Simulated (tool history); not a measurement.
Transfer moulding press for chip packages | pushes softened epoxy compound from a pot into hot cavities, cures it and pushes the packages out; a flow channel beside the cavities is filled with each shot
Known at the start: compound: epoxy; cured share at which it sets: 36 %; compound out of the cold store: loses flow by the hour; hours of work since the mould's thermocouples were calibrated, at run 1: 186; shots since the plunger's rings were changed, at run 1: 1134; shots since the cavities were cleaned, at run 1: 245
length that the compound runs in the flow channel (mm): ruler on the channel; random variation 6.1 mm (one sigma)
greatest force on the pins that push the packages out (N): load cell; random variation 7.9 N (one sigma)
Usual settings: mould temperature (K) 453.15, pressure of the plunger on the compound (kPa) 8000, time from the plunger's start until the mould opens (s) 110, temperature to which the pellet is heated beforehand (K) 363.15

run,day,mould temperature (K),pressure of the plunger on the compound (kPa),time from the plunger's start until the mould opens (s),temperature to which the pellet is heated beforehand (K),hours of work since the mould's thermocouples were calibrated,shots since the plunger's rings were changed,shots since the cavities were cleaned,incoming compound's hours out of the cold store,length that the compound runs in the flow channel (mm),greatest force on the pins that push the packages out (N)
1,0.000,453.15,8000,110,363.15,186,1134,245,19.0,661,427
# day 0.825: cavities cleaned with cleaning compound and waxed
2,0.825,453.15,8000,110,363.15,198,1339,0,41.3,609,524
3,1.467,453.15,8000,110,363.15,208,1512,173,46.7,602,543
4,2.012,453.15,8000,96,363.15,216,1659,320,8.2,668,818
# day 2.546: cavities cleaned with cleaning compound and waxed
5,2.646,453.15,8000,96,363.15,225,1811,27,18.5,650,464
6,2.992,453.15,8000,96,363.15,230,1904,120,25.5,635,507
7,3.525,453.15,8000,96,363.15,238,2047,263,37.5,620,543
8,3.829,453.15,8000,110,356.15,243,2130,346,41.8,598,431
# day 4.262: cavities cleaned with cleaning compound and waxed
# day 4.492: cavities cleaned with cleaning compound and waxed, once more
9,4.492,453.15,8000,110,356.15,251,2274,0,31.5,615,345
10,4.862,453.15,8000,110,356.15,257,2374,100,41.8,598,364
11,5.479,453.15,8000,110,363.15,267,2540,266,34.1,608,406
12,6.121,453.15,8000,110,356.15,276,2712,438,27.3,626,462
# day 6.221: cavities cleaned with cleaning compound and waxed
13,6.817,453.15,8000,110,363.15,286,2882,160,41.3,592,365
14,7.296,453.15,8000,110,363.15,294,3011,289,21.7,628,432
15,7.846,453.15,8000,92,363.15,302,3158,436,26.3,616,658
# day 7.942: cavities cleaned with cleaning compound and waxed
16,8.454,451.15,9380,91,370.15,310,3305,137,15.0,692,697
17,8.979,453.15,8000,110,373.15,319,3446,278,23.9,613,404
# day 9.683: cavities cleaned with cleaning compound and waxed
18,9.729,453.15,8000,110,373.15,329,3631,12,45.1,568,336
19,10.375,453.15,8000,110,373.15,339,3804,185,8.8,632,396
20,10.912,453.15,8000,110,373.15,347,3949,330,8.7,636,430
21,11.338,453.15,8000,91,363.15,354,4063,444,14.6,621,740
# day 11.433: cavities cleaned with cleaning compound and waxed
22,12.146,453.15,8000,91,363.15,365,4263,190,25.2,598,604
23,12.654,459.15,8000,105,363.15,373,4400,327,37.4,558,348
# day 13.196: cavities cleaned with cleaning compound and waxed
24,13.458,449.15,9730,110,363.15,385,4600,70,42.7,640,451
25,13.933,453.15,8000,110,371.15,392,4727,197,34.6,582,392
26,14.383,453.15,7840,113,367.15,399,4848,318,28.6,584,391
# day 14.929: cavities cleaned with cleaning compound and waxed
27,15.096,453.15,6030,110,363.15,409,5023,45,13.9,529,356
28,15.746,460.15,6030,113,365.15,419,5198,220,21.0,489,309

Some steps in length that the compound runs in the flow channel (mm) between neighbouring runs. How much of each would the tool show without its hidden state too (settings, what came in, random variation), and how much is left for the hidden state, with any gauge scatter that isn't in both results?
The hidden state here: true mould temperature over the reading, C; pressure that reaches the compound, % of what is set; grip of the stained cavities, % over clean ones'; drift of the gauge itself on flow_mm, %; drift of the gauge itself on push_out_n, %.
Run 16 -> 17: mould temperature (K) 451.15 -> 453.15, pressure of the plunger on the compound (kPa) 9380 -> 8000, time from the plunger's start until the mould opens (s) 91 -> 110, temperature to which the pellet is heated beforehand (K) 370.15 -> 373.15. length that the compound runs in the flow channel (mm) -79: hidden state +4, all else -83.
Run 18 -> 19: no setting changed, nothing entered. length that the compound runs in the flow channel (mm) +64: hidden state -9, all else +73.
Run 23 -> 24: mould temperature (K) 459.15 -> 449.15, pressure of the plunger on the compound (kPa) 8000 -> 9730, time from the plunger's start until the mould opens (s) 105 -> 110, cavities cleaned with cleaning compound and waxed. length that the compound runs in the flow channel (mm) +82: hidden state -11, all else +93.
